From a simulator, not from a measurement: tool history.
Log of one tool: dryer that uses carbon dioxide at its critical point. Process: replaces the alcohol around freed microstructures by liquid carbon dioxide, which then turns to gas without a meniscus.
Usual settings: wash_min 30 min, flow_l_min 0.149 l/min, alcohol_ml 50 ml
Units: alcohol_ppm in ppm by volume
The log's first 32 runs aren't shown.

{"run": 33, "hour": 196.6, "wash_min": 19, "flow_l_min": 0.149, "alcohol_ml": 21, "alcohol_ppm": 536}
{"run": 34, "hour": 204.4, "wash_min": 30, "flow_l_min": 0.126, "alcohol_ml": 59, "alcohol_ppm": 371}
{"run": 35, "hour": 211.6, "wash_min": 24, "flow_l_min": 0.243, "alcohol_ml": 25, "alcohol_ppm": 101}
{"run": 36, "hour": 218.1, "wash_min": 30, "flow_l_min": 0.136, "alcohol_ml": 99, "alcohol_ppm": 399}
{"run": 37, "hour": 224.9, "wash_min": 30, "flow_l_min": 0.104, "alcohol_ml": 41, "alcohol_ppm": 679}
{"run": 38, "hour": 231.4, "wash_min": 30, "flow_l_min": 0.104, "alcohol_ml": 41, "alcohol_ppm": 689}
{"run": 39, "hour": 237.9, "wash_min": 30, "flow_l_min": 0.104, "alcohol_ml": 41, "alcohol_ppm": 677}
{"run": 40, "hour": 243.8, "wash_min": 43, "flow_l_min": 0.242, "alcohol_ml": 50, "alcohol_ppm": 110}
{"run": 41, "hour": 250.3, "wash_min": 30, "flow_l_min": 0.246, "alcohol_ml": 50, "alcohol_ppm": 120}
{"run": 42, "hour": 256.7, "wash_min": 42, "flow_l_min": 0.099, "alcohol_ml": 50, "alcohol_ppm": 264}
{"run": 43, "hour": 261.1, "wash_min": 45, "flow_l_min": 0.176, "alcohol_ml": 50, "alcohol_ppm": 119}
{"run": 44, "hour": 269.1, "wash_min": 45, "flow_l_min": 0.176, "alcohol_ml": 50, "alcohol_ppm": 119}
{"run": 45, "hour": 277.3, "wash_min": 21, "flow_l_min": 0.091, "alcohol_ml": 50, "alcohol_ppm": 5229}
{"run": 46, "hour": 283.5, "wash_min": 26, "flow_l_min": 0.237, "alcohol_ml": 50, "alcohol_ppm": 134}
{"run": 47, "hour": 290.0, "wash_min": 30, "flow_l_min": 0.149, "alcohol_ml": 74, "alcohol_ppm": 269}

Forecast each of these 4 alternatives for the next run:
{"hour": 298.2, "done": "inlet filter changed"}
{"run": "A", "hour": 300.1, "wash_min": 30, "flow_l_min": 0.149, "alcohol_ml": 90, "alcohol_ppm": "?"}
{"hour": 298.2, "done": "inlet filter changed"}
{"run": "B", "hour": 300.1, "wash_min": 31, "flow_l_min": 0.149, "alcohol_ml": 39, "alcohol_ppm": "?"}
{"hour": 298.2, "done": "inlet filter changed"}
{"run": "C", "hour": 300.1, "wash_min": 30, "flow_l_min": 0.145, "alcohol_ml": 28, "alcohol_ppm": "?"}
{"hour": 298.2, "done": "inlet filter changed"}
{"run": "D", "hour": 300.1, "wash_min": 30, "flow_l_min": 0.103, "alcohol_ml": 50, "alcohol_ppm": "?"}

run=A alcohol_ppm=176
run=B alcohol_ppm=144
run=C alcohol_ppm=151
run=D alcohol_ppm=519
Without the tool's hidden state the same runs would have given:
run=A alcohol_ppm=54
run=B alcohol_ppm=21
run=C alcohol_ppm=27
run=D alcohol_ppm=383

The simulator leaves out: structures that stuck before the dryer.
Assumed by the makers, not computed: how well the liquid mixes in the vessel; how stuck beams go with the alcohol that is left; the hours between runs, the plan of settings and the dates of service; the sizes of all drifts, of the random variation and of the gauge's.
